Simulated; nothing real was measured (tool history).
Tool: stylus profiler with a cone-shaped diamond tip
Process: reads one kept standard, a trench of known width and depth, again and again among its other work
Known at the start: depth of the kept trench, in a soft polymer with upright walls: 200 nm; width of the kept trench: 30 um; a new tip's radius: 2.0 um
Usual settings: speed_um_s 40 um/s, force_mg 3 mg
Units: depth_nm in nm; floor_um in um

run	day	speed_um_s	force_mg	depth_nm	floor_um
1	0	40	3	204.28	26.88
2	3.35	40	3	204.22	26.9
3	5.425	40	3	204.27	26.87
# day 9.4: height scale calibrated on a step standard
4	9.65	40	8.36	207.68	26.89
5	12.112	40	8.36	207.7	26.81
6	15.196	70	3	204.41	26.69
# day 16.438: height scale calibrated on a step standard, once more
# day 17.671: new tip fitted, height scale calibrated
7	18.912	40	3	203.6	28.11
8	22.1	40	3	203.6	28.09
9	26.404	40	3	203.63	28
10	30.762	82	3	203.67	27.82
11	32.783	74	3	203.61	27.86
12	35.621	74	3	203.59	27.75
13	38.158	145	3	203.67	27.49
14	41.908	145	3	203.86	27.48
15	45.088	40	3	203.8	27.79
16	49.025	40	3	203.91	27.69
17	53.183	40	3	203.85	27.68
18	58.071	47	3	203.87	27.55
19	61.792	47	3	204.05	27.53
20	66.683	47	3	204.09	27.58
21	69.433	47	3	204.1	27.48
22	73.729	121	2.13	203.61	27.1
23	76.171	121	2.13	203.61	27.06
24	79.821	32	1.52	203.03	27.42
25	84.142	62	4.48	205.31	27.35
# day 84.875: height scale calibrated on a step standard
26	86.996	20	6.98	206.11	27.44
27	91.079	14	5.17	205.12	27.36
28	93.292	147	1.56	202.39	26.71
29	95.754	75	1.16	202.03	27.01
30	98.883	123	6.84	206.3	27.11
31	102.521	40	2.41	203.23	27.22

Forecast run 32:
32	105.25	40	2.41	?	?

Run 32 gave depth_nm 203.3 nm, floor_um 27.19 um.
Without the tool's hidden state the same run would have given depth_nm 202.99 nm, floor_um 28.12 um.
